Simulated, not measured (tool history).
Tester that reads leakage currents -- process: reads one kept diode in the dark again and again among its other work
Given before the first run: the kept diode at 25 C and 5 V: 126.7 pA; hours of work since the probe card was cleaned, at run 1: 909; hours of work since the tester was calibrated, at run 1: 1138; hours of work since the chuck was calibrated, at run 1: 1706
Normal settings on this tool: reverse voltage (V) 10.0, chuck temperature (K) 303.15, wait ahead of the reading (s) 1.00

run    hour  reverse voltage (V)  chuck temperature (K)  wait ahead of the reading (s)  hours of work since the probe card was cleaned  hours of work since the tester was calibrated  hours of work since the chuck was calibrated  current that the tester gives (pA)
  1     0.0                 10.0                 303.15                           1.00                                             909                                           1138                                          1706                              249.90
  2   199.2                 10.0                 303.15                           1.00                                            1030                                           1259                                          1827                              249.76
  3   324.2                 10.0                 298.15                           1.00                                            1106                                           1335                                          1903                              166.81
      481.1  -- probe card cleaned and baked
  4   500.4                 10.0                 298.15                           1.00                                              12                                           1440                                          2008                              143.16
  5   600.7                 10.0                 298.15                           1.00                                              73                                           1501                                          2069                              142.79
  6   701.9                 10.0                 309.15                           1.00                                             134                                           1562                                          2130                              377.35
      758.8  -- chuck's temperature calibrated
  7   910.1                 10.0                 309.15                           1.00                                             259                                           1687                                            92                              460.26
  8  1060.6                 10.0                 309.15                           0.36                                             350                                           1779                                           183                              461.64
  9  1163.0                 10.0                 303.15                           4.37                                             412                                           1841                                           245                              274.84
 10  1378.1                 10.0                 303.15                           1.00                                             543                                           1971                                           376                              275.22
 11  1515.9                 10.0                 303.15                           1.00                                             627                                           2055                                           459                              274.16
 12  1628.4                 10.0                 303.15                           1.00                                             695                                           2123                                           528                              272.61
 13  1742.4                 10.0                 303.15                           1.00                                             764                                           2192                                           597                              271.90
 14  1892.2                 10.0                 303.15                           1.00                                             855                                           2283                                           688                              272.67
 15  2059.1                 10.0                 303.15                           1.00                                             956                                           2384                                           789                              271.07
 16  2227.0                 10.0                 303.15                           1.00                                            1058                                           2486                                           891                              270.51
 17  2330.1                 10.0                 303.15                           8.94                                            1120                                           2549                                           953                              270.97
     2470.0  -- probe card cleaned and baked
 18  2503.2                 10.0                 303.15                           8.94                                              20                                           2652                                          1056                              242.84
 19  2708.9                 10.0                 303.15                           8.94                                             145                                           2777                                          1181                              242.85
 20  2855.2                  1.2                 309.15                           0.61                                             234                                           2865                                          1270                              148.22
 21  3071.2                  1.2                 309.15                           0.61                                             365                                           2996                                          1401                              145.67
 22  3172.7                 10.0                 315.15                           0.76                                             426                                           3058                                          1463                              663.58
 23  3322.7                  3.6                 303.15                           1.39                                             517                                           3149                                          1554                              146.41
 24  3473.2                 14.2                 296.15                           0.48                                             609                                           3240                                          1645                              162.95
 25  3606.8                  5.2                 318.15                           1.16                                             690                                           3321                                          1726                              601.04
 26  3814.2                  2.4                 300.15                           2.86                                             815                                           3447                                          1852                               90.11
 27  3958.0                  2.3                 294.15                           1.91                                             903                                           3534                                          1939                               52.30
 28  4104.4                  1.9                 303.15                           1.67                                             991                                           3623                                          2028                              103.25
 29  4206.2                  8.7                 303.15                           1.67                                            1053                                           3685                                          2089                              223.42
     4328.9  -- chuck's temperature calibrated
 30  4331.0                 17.6                 299.15                           9.99                                            1128                                           3760                                             1                              290.47
     4446.2  -- probe card cleaned and baked
 31  4463.1                 17.6                 299.15                           1.30                                              10                                           3838                                            80                              247.34
 32  4694.5                 17.6                 294.15                           1.30                                             151                                           3978                                           220                              159.10
 33  4876.8                 17.6                 294.15                           1.30                                             261                                           4089                                           331                              162.03
 34  4998.3                  4.5                 295.15                           1.30                                             335                                           4162                                           404                               89.38
 35  5152.0                  1.1                 295.15                           4.80                                             428                                           4256                                           498                               44.22
 36  5273.8                  2.0                 323.15                           9.01                                             502                                           4330                                           571                              628.90
 37  5453.0                  1.3                 323.15                           4.49                                             611                                           4438                                           680                              507.65
 38  5664.5                  1.4                 298.15                           4.49                                             739                                           4567                                           808                               63.98

Table of differences, measured result less the result of that run with no hidden state. Run-to-run variation is the same in both. Gauge scatter possibly is not:
The hidden state here: stray current of the dirty probe card, pA a volt; current scale over the true one, %; true chuck temperature over the reading, C; drift of the gauge itself on leakage_pa, %.
run  current that the tester gives (pA)
  1                              -27.24
  2                              -27.32
  3                              -10.56
  4                              -34.63
  5                              -34.24
  6                              -88.29
  7                               -4.55
  8                               -7.08
  9                               -1.79
 10                               -2.95
 11                               -3.52
 12                               -4.09
 13                               -4.36
 14                               -5.02
 15                               -5.60
 16                               -6.00
 17                               -6.43
 18                              -32.38
 19                              -32.83
 20                              -22.21
 21                              -23.79
 22                             -103.08
 23                              -23.89
 24                              -12.55
 25                             -110.31
 26                              -16.68
 27                               -8.34
 28                              -21.95
 29                              -35.81
 30                              +36.27
 31                               -6.89
 32                               -1.67
 33                               +0.81
 34                               -2.61
 35                               -2.41
 36                              -45.28
 37                              -41.86
 38                               -4.92
